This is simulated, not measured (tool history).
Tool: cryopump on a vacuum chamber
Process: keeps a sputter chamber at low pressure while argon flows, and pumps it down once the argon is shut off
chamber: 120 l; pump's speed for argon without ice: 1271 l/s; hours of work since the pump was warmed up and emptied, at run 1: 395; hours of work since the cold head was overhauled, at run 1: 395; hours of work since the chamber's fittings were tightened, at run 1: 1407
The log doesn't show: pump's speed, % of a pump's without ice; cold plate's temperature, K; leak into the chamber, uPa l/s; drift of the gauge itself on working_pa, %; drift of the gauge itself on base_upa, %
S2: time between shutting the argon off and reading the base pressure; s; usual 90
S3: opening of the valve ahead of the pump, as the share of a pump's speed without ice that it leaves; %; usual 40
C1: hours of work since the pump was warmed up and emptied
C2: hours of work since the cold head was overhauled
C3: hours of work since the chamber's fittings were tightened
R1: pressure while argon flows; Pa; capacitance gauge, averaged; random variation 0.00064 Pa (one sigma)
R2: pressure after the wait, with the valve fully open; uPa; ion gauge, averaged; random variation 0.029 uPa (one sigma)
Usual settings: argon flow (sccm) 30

run 1 day=0 | argon_flow_(sccm)=30 S2=90 S3=40 | C1=395 C2=395 C3=1407 | R1=0.1039 R2=3.17
run 2 day=4.242 | argon_flow_(sccm)=30 S2=90 S3=40 | C1=447 C2=447 C3=1459 | R1=0.1048 R2=3.38
run 3 day=8.2 | argon_flow_(sccm)=30 S2=90 S3=40 | C1=495 C2=495 C3=1507 | R1=0.1059 R2=3.48
run 4 day=12.733 | argon_flow_(sccm)=30 S2=90 S3=40 | C1=550 C2=550 C3=1562 | R1=0.1051 R2=3.47
run 5 day=17.404 | argon_flow_(sccm)=30 S2=90 S3=40 | C1=607 C2=607 C3=1619 | R1=0.1054 R2=3.63
run 6 day=20.071 | argon_flow_(sccm)=30 S2=90 S3=40 | C1=640 C2=640 C3=1652 | R1=0.1041 R2=3.73
run 7 day=22.321 | argon_flow_(sccm)=30 S2=222 S3=40 | C1=667 C2=667 C3=1679 | R1=0.1067 R2=2.98
run 8 day=25.442 | argon_flow_(sccm)=30 S2=222 S3=40 | C1=705 C2=705 C3=1717 | R1=0.1065 R2=3.11
run 9 day=28.162 | argon_flow_(sccm)=30 S2=222 S3=40 | C1=738 C2=738 C3=1750 | R1=0.1082 R2=3.16
run 10 day=30.292 | argon_flow_(sccm)=30 S2=222 S3=40 | C1=764 C2=764 C3=1776 | R1=0.1069 R2=3.22
run 11 day=32.629 | argon_flow_(sccm)=29 S2=234 S3=40 | C1=793 C2=793 C3=1805 | R1=0.1048 R2=3.24
run 12 day=35.042 | argon_flow_(sccm)=30 S2=63 S3=51 | C1=822 C2=822 C3=1834 | R1=0.087 R2=4.58
run 13 day=38.375 | argon_flow_(sccm)=25 S2=199 S3=51 | C1=862 C2=862 C3=1875 | R1=0.0734 R2=3.54
run 14 day=42.029 | argon_flow_(sccm)=15 S2=31 S3=27 | C1=907 C2=907 C3=1919 | R1=0.0797 R2=6.38
run 15 day=44.762 | argon_flow_(sccm)=30 S2=25 S3=40 | C1=940 C2=940 C3=1952 | R1=0.1105 R2=7.39
-- day=45.4 pump warmed up, emptied and cooled again
run 16 day=49.371 | argon_flow_(sccm)=37 S2=80 S3=40 | C1=48 C2=994 C3=2006 | R1=0.1242 R2=3.87
-- day=49.854 leaking fittings of the chamber tightened, without venting
run 17 day=53.217 | argon_flow_(sccm)=37 S2=109 S3=32 | C1=94 C2=1040 C3=41 | R1=0.1555 R2=1.27

The same runs without the tool's hidden state, with the same run-to-run variation:
run=1 R1=0.0996 R2=1.35
run=2 R1=0.1 R2=1.44
run=3 R1=0.1005 R2=1.43
run=4 R1=0.0991 R2=1.39
run=5 R1=0.0989 R2=1.39
run=6 R1=0.0973 R2=1.39
run=7 R1=0.0995 R2=0.66
run=8 R1=0.0989 R2=0.69
run=9 R1=0.1002 R2=0.71
run=10 R1=0.0986 R2=0.69
run=11 R1=0.0964 R2=0.66
run=12 R1=0.078 R2=1.9
run=13 R1=0.0655 R2=0.77
run=14 R1=0.0747 R2=3.53
run=15 R1=0.0999 R2=4.42
run=16 R1=0.123 R2=1.49
run=17 R1=0.1539 R2=1.19

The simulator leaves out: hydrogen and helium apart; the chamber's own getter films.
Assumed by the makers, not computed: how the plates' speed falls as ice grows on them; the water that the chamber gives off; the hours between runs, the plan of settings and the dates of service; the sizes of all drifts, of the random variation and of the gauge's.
